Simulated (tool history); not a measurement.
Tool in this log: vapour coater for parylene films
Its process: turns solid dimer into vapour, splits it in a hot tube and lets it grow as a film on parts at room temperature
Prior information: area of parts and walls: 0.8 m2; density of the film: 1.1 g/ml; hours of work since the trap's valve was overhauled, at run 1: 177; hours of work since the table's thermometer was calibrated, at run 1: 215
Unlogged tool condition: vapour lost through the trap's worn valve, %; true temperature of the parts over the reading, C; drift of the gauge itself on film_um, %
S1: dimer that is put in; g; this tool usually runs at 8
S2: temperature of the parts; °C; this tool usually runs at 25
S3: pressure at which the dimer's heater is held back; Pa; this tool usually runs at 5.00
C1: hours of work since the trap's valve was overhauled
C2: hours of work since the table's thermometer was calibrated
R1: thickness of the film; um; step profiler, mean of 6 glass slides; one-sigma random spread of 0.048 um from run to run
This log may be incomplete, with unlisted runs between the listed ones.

{"run": 1, "hour": 0.0, "S1": 8, "S2": 25, "S3": 5.0, "C1": 177, "C2": 215, "R1": 5.03}
{"run": 2, "hour": 15.5, "S1": 4, "S2": 25, "S3": 5.0, "C1": 185, "C2": 223, "R1": 2.48}
{"run": 3, "hour": 36.6, "S1": 4, "S2": 25, "S3": 5.0, "C1": 196, "C2": 234, "R1": 2.47}
{"run": 4, "hour": 46.8, "S1": 4, "S2": 25, "S3": 5.0, "C1": 201, "C2": 240, "R1": 2.49}
{"run": 5, "hour": 69.0, "S1": 4, "S2": 25, "S3": 5.0, "C1": 213, "C2": 251, "R1": 2.53}
{"run": 6, "hour": 84.6, "S1": 4, "S2": 25, "S3": 5.0, "C1": 221, "C2": 259, "R1": 2.52}
{"run": 7, "hour": 102.1, "S1": 4, "S2": 25, "S3": 5.0, "C1": 230, "C2": 268, "R1": 2.41}
{"hour": 122.1, "done": "trap's valve overhauled"}
{"run": 8, "hour": 129.7, "S1": 8, "S2": 28, "S3": 5.0, "C1": 4, "C2": 281, "R1": 5.13}
{"run": 9, "hour": 148.1, "S1": 8, "S2": 28, "S3": 5.0, "C1": 14, "C2": 290, "R1": 5.12}
{"run": 10, "hour": 160.4, "S1": 4, "S2": 25, "S3": 5.0, "C1": 20, "C2": 297, "R1": 2.67}
{"run": 11, "hour": 176.4, "S1": 8, "S2": 25, "S3": 10.19, "C1": 28, "C2": 305, "R1": 5.03}
{"run": 12, "hour": 194.4, "S1": 10, "S2": 25, "S3": 5.76, "C1": 38, "C2": 314, "R1": 6.66}
{"run": 13, "hour": 211.6, "S1": 7, "S2": 28, "S3": 4.04, "C1": 47, "C2": 323, "R1": 4.49}
{"run": 14, "hour": 228.8, "S1": 6, "S2": 25, "S3": 3.26, "C1": 56, "C2": 332, "R1": 4.11}
{"run": 15, "hour": 240.4, "S1": 6, "S2": 19, "S3": 4.54, "C1": 62, "C2": 338, "R1": 4.37}
{"run": 16, "hour": 255.7, "S1": 9, "S2": 25, "S3": 3.09, "C1": 70, "C2": 347, "R1": 6.07}
{"run": 17, "hour": 274.2, "S1": 8, "S2": 32, "S3": 10.42, "C1": 79, "C2": 356, "R1": 4.46}
{"run": 18, "hour": 286.8, "S1": 8, "S2": 32, "S3": 10.42, "C1": 86, "C2": 363, "R1": 4.4}

Entry by entry between the runs, the difference in hidden state between the last listed run before and the first listed run after:
Run 7 -> run 8: trap's valve overhauled (hour 122.1)
  vapour lost through the trap's worn valve, %: 10.8 -> 1.4; true temperature of the parts over the reading, C: 0.31 -> 0.32
  the result without the hidden state subtracted from the measured one, R1: -0.30 -> -0.10 um

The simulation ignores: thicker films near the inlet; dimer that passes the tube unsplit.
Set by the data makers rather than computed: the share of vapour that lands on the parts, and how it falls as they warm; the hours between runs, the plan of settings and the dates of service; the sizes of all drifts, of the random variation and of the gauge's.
